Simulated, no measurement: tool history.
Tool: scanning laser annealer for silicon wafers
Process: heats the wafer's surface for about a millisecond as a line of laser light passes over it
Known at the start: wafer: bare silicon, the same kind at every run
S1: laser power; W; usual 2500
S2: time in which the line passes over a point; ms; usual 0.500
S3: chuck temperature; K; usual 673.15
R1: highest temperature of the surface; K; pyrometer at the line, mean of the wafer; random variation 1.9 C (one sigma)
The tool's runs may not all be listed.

run   hour    S1     S2      S3       R1
  1    0.0  2500  0.500  673.15  1398.15
  2   25.8  2500  0.500  673.15  1398.15
  3   42.7  2500  0.500  673.15  1395.15
  4   56.0  2500  0.500  673.15  1398.15
  5   72.7  2500  0.500  673.15  1397.15
  6   98.3  2500  0.500  673.15  1393.15
  7  110.3  2500  0.500  673.15  1399.15
  8  129.5  2500  0.500  673.15  1394.15
  9  144.1  2500  0.456  671.15  1359.15
 10  160.1  2500  0.358  673.15  1282.15
 11  183.6  2535  0.388  683.15  1326.15
 12  203.8  2199  0.388  683.15  1242.15
 13  225.3  2511  0.367  707.15  1327.15
 14  246.7  2441  0.499  691.15  1394.15
 15  275.4  2500  0.500  700.15  1418.15

Forecast each of these 5 alternatives for the next run:
  A  297.4  2308  0.357  685.15   ?
  B  297.4  2532  0.593  684.15   ?
  C  297.4  2364  0.568  645.15   ?
  D  297.4  2530  0.555  676.15   ?
  E  297.4  2500  0.482  700.15   ?

run       R1
  A  1247.15
  B  1478.15
  C  1372.15
  D  1440.15
  E  1410.15
Without the tool's hidden state the same runs would have given:
run       R1
  A  1265.15
  B  1503.15
  C  1395.15
  D  1465.15
  E  1432.15
